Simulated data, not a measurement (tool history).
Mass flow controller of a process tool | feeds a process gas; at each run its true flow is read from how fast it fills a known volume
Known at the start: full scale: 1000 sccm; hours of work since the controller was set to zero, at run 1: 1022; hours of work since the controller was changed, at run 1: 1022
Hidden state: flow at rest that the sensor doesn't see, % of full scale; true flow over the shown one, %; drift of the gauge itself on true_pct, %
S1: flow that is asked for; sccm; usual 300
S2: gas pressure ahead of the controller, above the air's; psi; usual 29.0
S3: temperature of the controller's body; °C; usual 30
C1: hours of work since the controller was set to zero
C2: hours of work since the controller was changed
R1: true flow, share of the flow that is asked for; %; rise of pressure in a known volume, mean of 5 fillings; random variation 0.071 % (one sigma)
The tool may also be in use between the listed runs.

run 1 hour=0.0 | S1=300 S2=29.0 S3=30 | C1=1022 C2=1022 | R1=99.26
run 2 hour=193.8 | S1=300 S2=29.0 S3=30 | C1=1144 C2=1144 | R1=99.31
run 3 hour=445.2 | S1=300 S2=29.0 S3=30 | C1=1303 C2=1303 | R1=99.19
run 4 hour=613.6 | S1=300 S2=29.0 S3=30 | C1=1410 C2=1410 | R1=99.21
run 5 hour=861.8 | S1=300 S2=29.0 S3=30 | C1=1567 C2=1567 | R1=98.95
run 6 hour=1081.4 | S1=300 S2=29.0 S3=30 | C1=1706 C2=1706 | R1=98.83
run 7 hour=1301.0 | S1=300 S2=29.0 S3=30 | C1=1845 C2=1845 | R1=98.81
run 8 hour=1539.4 | S1=300 S2=29.0 S3=30 | C1=1995 C2=1995 | R1=98.91
run 9 hour=1809.6 | S1=300 S2=29.0 S3=30 | C1=2166 C2=2166 | R1=98.75
run 10 hour=2016.5 | S1=300 S2=29.0 S3=30 | C1=2297 C2=2297 | R1=98.65
run 11 hour=2135.7 | S1=300 S2=29.0 S3=30 | C1=2373 C2=2373 | R1=98.68
run 12 hour=2394.2 | S1=300 S2=29.0 S3=30 | C1=2536 C2=2536 | R1=98.40
-- hour=2411.7 controller's zero set anew
run 13 hour=2612.5 | S1=479 S2=26.4 S3=30 | C1=127 C2=2674 | R1=98.54
run 14 hour=2887.5 | S1=479 S2=26.4 S3=30 | C1=301 C2=2848 | R1=98.43
run 15 hour=3162.3 | S1=479 S2=26.4 S3=30 | C1=475 C2=3021 | R1=98.53
-- hour=3186.9 controller's zero set anew, once more
run 16 hour=3380.3 | S1=479 S2=26.4 S3=30 | C1=122 C2=3159 | R1=100.44
run 17 hour=3573.1 | S1=479 S2=26.4 S3=30 | C1=244 C2=3281 | R1=100.16
run 18 hour=3758.1 | S1=143 S2=27.6 S3=32 | C1=361 C2=3398 | R1=99.97
run 19 hour=4011.1 | S1=143 S2=27.6 S3=32 | C1=521 C2=3558 | R1=99.68

Forecast each of these 5 alternatives for the next run:
run A hour=4256.8 | S1=710 S2=23.8 S3=24 | C1=677 C2=3713 | R1=?
run B hour=4256.8 | S1=143 S2=27.6 S3=36 | C1=677 C2=3713 | R1=?
run C hour=4256.8 | S1=300 S2=39.3 S3=34 | C1=677 C2=3713 | R1=?
run D hour=4256.8 | S1=143 S2=27.6 S3=25 | C1=677 C2=3713 | R1=?
run E hour=4256.8 | S1=143 S2=22.6 S3=32 | C1=677 C2=3713 | R1=?

run=A R1=99.78
run=B R1=99.97
run=C R1=100.40
run=D R1=98.69
run=E R1=99.44
Without the tool's hidden state the same runs would have given:
run=A R1=99.60
run=B R1=100.48
run=C R1=100.45
run=D R1=99.19
run=E R1=99.94
